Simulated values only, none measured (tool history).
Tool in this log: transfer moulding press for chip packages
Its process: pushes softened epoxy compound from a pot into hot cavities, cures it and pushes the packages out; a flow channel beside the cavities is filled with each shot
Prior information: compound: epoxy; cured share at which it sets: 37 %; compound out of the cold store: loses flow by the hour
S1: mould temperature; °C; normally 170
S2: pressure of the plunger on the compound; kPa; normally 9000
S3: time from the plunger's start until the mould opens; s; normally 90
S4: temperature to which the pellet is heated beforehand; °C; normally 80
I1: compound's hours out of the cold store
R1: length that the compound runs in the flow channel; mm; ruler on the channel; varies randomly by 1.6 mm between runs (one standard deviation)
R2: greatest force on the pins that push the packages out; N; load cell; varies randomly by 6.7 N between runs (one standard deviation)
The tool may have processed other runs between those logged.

run 1 hour=0 | S1=170 S2=9000 S3=90 S4=80 | I1=35.4 | R1=477 R2=376
-- hour=10.3 cavities cleaned with cleaning compound and waxed
run 2 hour=33.5 | S1=170 S2=9000 S3=90 S4=80 | I1=41.1 | R1=465 R2=351
-- hour=39.9 plunger's sealing rings changed
-- hour=62.5 cavities cleaned with cleaning compound and waxed
run 3 hour=92.9 | S1=170 S2=9000 S3=90 S4=80 | I1=16 | R1=522 R2=378
-- hour=112.2 cavities cleaned with cleaning compound and waxed
run 4 hour=129.3 | S1=170 S2=9000 S3=90 S4=80 | I1=11 | R1=526 R2=357
-- hour=160 cavities cleaned with cleaning compound and waxed
run 5 hour=198 | S1=170 S2=9000 S3=90 S4=80 | I1=10.1 | R1=522 R2=408
-- hour=210 cavities cleaned with cleaning compound and waxed
run 6 hour=231.7 | S1=170 S2=9000 S3=75 S4=80 | I1=29.7 | R1=490 R2=493
-- hour=255.8 cavities cleaned with cleaning compound and waxed
run 7 hour=265.3 | S1=178 S2=9000 S3=90 S4=87 | I1=35 | R1=459 R2=261
-- hour=304.4 cavities cleaned with cleaning compound and waxed
-- hour=326.2 plunger's sealing rings changed
run 8 hour=326.2 | S1=170 S2=9000 S3=114 S4=75 | I1=31.5 | R1=507 R2=287
-- hour=356.6 cavities cleaned with cleaning compound and waxed
run 9 hour=395.4 | S1=174 S2=8190 S3=90 S4=80 | I1=39.3 | R1=453 R2=352
-- hour=402.3 cavities cleaned with cleaning compound and waxed
run 10 hour=441.4 | S1=170 S2=7420 S3=90 S4=80 | I1=40.8 | R1=438 R2=393
-- hour=449.3 cavities cleaned with cleaning compound and waxed
-- hour=490.8 mould's thermocouples calibrated
-- hour=500.7 cavities cleaned with cleaning compound and waxed
run 11 hour=510.3 | S1=170 S2=10560 S3=120 S4=80 | I1=15 | R1=551 R2=255

3 options for the next run, each taken on its own from the tool as it stands now. Forecast them:
-- hour=549.7 cavities cleaned with cleaning compound and waxed
run A hour=578 | S1=170 S2=10560 S3=104 S4=80 | I1=27.2 | R1=? R2=?
-- hour=549.7 cavities cleaned with cleaning compound and waxed
run B hour=578 | S1=170 S2=9000 S3=118 S4=80 | I1=30.7 | R1=? R2=?
-- hour=549.7 cavities cleaned with cleaning compound and waxed
run C hour=578 | S1=165 S2=10560 S3=87 S4=80 | I1=35.3 | R1=? R2=?

run=A R1=527 R2=317
run=B R1=481 R2=307
run=C R1=530 R2=507
With no hidden state in the tool, these same runs would have given:
run=A R1=550 R2=232
run=B R1=502 R2=225
run=C R1=554 R2=368

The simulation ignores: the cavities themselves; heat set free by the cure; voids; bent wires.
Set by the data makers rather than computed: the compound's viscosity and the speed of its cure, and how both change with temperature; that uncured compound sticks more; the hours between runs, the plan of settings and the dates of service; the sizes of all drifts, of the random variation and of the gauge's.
